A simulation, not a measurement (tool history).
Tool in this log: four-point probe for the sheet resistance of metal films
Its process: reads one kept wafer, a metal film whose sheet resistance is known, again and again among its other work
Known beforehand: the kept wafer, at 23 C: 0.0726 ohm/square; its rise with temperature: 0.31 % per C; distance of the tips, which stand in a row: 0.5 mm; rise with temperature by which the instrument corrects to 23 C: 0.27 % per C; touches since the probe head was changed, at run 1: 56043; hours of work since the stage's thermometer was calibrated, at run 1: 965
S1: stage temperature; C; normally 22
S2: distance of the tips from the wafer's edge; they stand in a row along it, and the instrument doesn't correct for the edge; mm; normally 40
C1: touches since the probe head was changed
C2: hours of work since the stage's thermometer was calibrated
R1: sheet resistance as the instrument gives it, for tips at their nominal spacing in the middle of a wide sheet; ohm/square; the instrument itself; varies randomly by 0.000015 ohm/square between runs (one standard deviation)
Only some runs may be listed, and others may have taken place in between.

run 1 hour=0.0 | S1=22 S2=40 | C1=56043 C2=965 | R1=0.072582
run 2 hour=73.6 | S1=22 S2=40 | C1=57334 C2=1002 | R1=0.072576
run 3 hour=159.0 | S1=22 S2=40 | C1=58832 C2=1046 | R1=0.072567
run 4 hour=231.8 | S1=22 S2=40 | C1=60109 C2=1083 | R1=0.072572
run 5 hour=276.9 | S1=22 S2=40 | C1=60900 C2=1106 | R1=0.072564
run 6 hour=314.9 | S1=22 S2=40 | C1=61566 C2=1125 | R1=0.072564
run 7 hour=371.0 | S1=22 S2=40 | C1=62551 C2=1154 | R1=0.072566
run 8 hour=451.3 | S1=22 S2=40 | C1=63960 C2=1195 | R1=0.072575
run 9 hour=534.4 | S1=22 S2=40 | C1=65417 C2=1237 | R1=0.072583
run 10 hour=598.5 | S1=18 S2=40 | C1=66540 C2=1270 | R1=0.072432
run 11 hour=667.4 | S1=22 S2=40 | C1=67750 C2=1305 | R1=0.072594
run 12 hour=702.4 | S1=22 S2=40 | C1=68363 C2=1323 | R1=0.072596
run 13 hour=749.5 | S1=22 S2=40 | C1=69189 C2=1347 | R1=0.072569
run 14 hour=818.3 | S1=22 S2=40 | C1=70396 C2=1382 | R1=0.072573
run 15 hour=892.3 | S1=22 S2=40 | C1=71694 C2=1420 | R1=0.072564
run 16 hour=975.2 | S1=22 S2=12 | C1=73149 C2=1462 | R1=0.072638
run 17 hour=1046.4 | S1=22 S2=40 | C1=74397 C2=1498 | R1=0.072568
-- hour=1122.0 stage's thermometer calibrated
run 18 hour=1128.9 | S1=22 S2=40 | C1=75836 C2=4 | R1=0.072561
run 19 hour=1206.1 | S1=22 S2=29 | C1=77190 C2=43 | R1=0.072575
run 20 hour=1268.4 | S1=22 S2=29 | C1=78283 C2=75 | R1=0.072594
run 21 hour=1350.4 | S1=22 S2=29 | C1=79721 C2=116 | R1=0.072590
run 22 hour=1392.2 | S1=30 S2=3 | C1=80453 C2=138 | R1=0.073866
run 23 hour=1451.0 | S1=30 S2=3 | C1=81485 C2=168 | R1=0.073878
run 24 hour=1504.7 | S1=26 S2=13 | C1=82427 C2=195 | R1=0.072744
run 25 hour=1574.1 | S1=26 S2=13 | C1=83644 C2=231 | R1=0.072748
run 26 hour=1656.4 | S1=34 S2=9 | C1=85087 C2=272 | R1=0.073037
run 27 hour=1741.3 | S1=31 S2=16 | C1=86577 C2=316 | R1=0.072887
run 28 hour=1797.7 | S1=31 S2=16 | C1=87566 C2=345 | R1=0.072871
run 29 hour=1862.9 | S1=31 S2=16 | C1=88710 C2=378 | R1=0.072861
run 30 hour=1900.2 | S1=32 S2=30 | C1=89365 C2=397 | R1=0.072874
run 31 hour=1961.5 | S1=32 S2=30 | C1=90439 C2=428 | R1=0.072851
run 32 hour=2039.5 | S1=31 S2=40 | C1=91807 C2=468 | R1=0.072837
run 33 hour=2084.6 | S1=31 S2=40 | C1=92599 C2=491 | R1=0.072832
run 34 hour=2140.5 | S1=28 S2=3 | C1=93578 C2=519 | R1=0.073822
run 35 hour=2208.8 | S1=27 S2=40 | C1=94776 C2=554 | R1=0.072726
run 36 hour=2258.0 | S1=27 S2=40 | C1=95640 C2=579 | R1=0.072704
run 37 hour=2296.6 | S1=26 S2=24 | C1=96316 C2=599 | R1=0.072698
run 38 hour=2368.9 | S1=26 S2=24 | C1=97585 C2=636 | R1=0.072701
run 39 hour=2418.5 | S1=18 S2=44 | C1=98455 C2=661 | R1=0.072458

3 ways to go on from here, each from the tool as it stands after run 39. What would each give?
run A hour=2492.3 | S1=27 S2=8 | C1=99749 C2=699 | R1=?
run B hour=2492.3 | S1=29 S2=10 | C1=99749 C2=699 | R1=?
run C hour=2492.3 | S1=19 S2=6 | C1=99749 C2=699 | R1=?

run=A R1=0.072886
run=B R1=0.072855
run=C R1=0.072769
Take away the tool's hidden state, keep each run's random variation, and the runs would have read:
run=A R1=0.072891
run=B R1=0.072860
run=C R1=0.072775
